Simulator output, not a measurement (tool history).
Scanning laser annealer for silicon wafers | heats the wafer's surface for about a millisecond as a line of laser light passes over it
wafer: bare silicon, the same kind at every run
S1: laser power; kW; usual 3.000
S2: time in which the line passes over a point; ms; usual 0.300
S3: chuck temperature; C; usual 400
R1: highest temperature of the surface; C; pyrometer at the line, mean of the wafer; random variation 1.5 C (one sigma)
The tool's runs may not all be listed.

| run | hour | S1 | S2 | S3 | R1 |
|---|---|---|---|---|---|
| 1 | 0.0 | 3.000 | 0.300 | 400 | 1226 |
| 2 | 38.4 | 3.000 | 0.300 | 400 | 1224 |
| 3 | 74.0 | 3.000 | 0.356 | 400 | 1289 |
| 4 | 103.2 | 3.000 | 0.356 | 400 | 1286 |
| 5 | 128.2 | 3.000 | 0.356 | 400 | 1286 |
| 6 | 159.7 | 3.000 | 0.300 | 400 | 1218 |
| 7 | 201.0 | 3.000 | 0.300 | 413 | 1231 |
| 8 | 229.7 | 2.873 | 0.306 | 363 | 1153 |
| 9 | 277.4 | 3.214 | 0.213 | 368 | 1115 |
| 10 | 309.8 | 3.214 | 0.213 | 368 | 1114 |
| 11 | 334.4 | 2.977 | 0.229 | 390 | 1103 |
| 12 | 370.1 | 2.977 | 0.229 | 390 | 1100 |
| 13 | 420.9 | 3.208 | 0.376 | 390 | 1345 |

Forecast each of these 4 alternatives for the next run:
| A | 460.0 | 3.065 | 0.271 | 413 | ? |
| B | 460.0 | 2.930 | 0.280 | 419 | ? |
| C | 460.0 | 2.778 | 0.218 | 414 | ? |
| D | 460.0 | 3.112 | 0.363 | 429 | ? |

| run | R1 |
|---|---|
| A | 1196 |
| B | 1182 |
| C | 1061 |
| D | 1339 |
Without the tool's hidden state the same runs would have given:
| run | R1 |
|---|---|
| A | 1215 |
| B | 1201 |
| C | 1077 |
| D | 1361 |

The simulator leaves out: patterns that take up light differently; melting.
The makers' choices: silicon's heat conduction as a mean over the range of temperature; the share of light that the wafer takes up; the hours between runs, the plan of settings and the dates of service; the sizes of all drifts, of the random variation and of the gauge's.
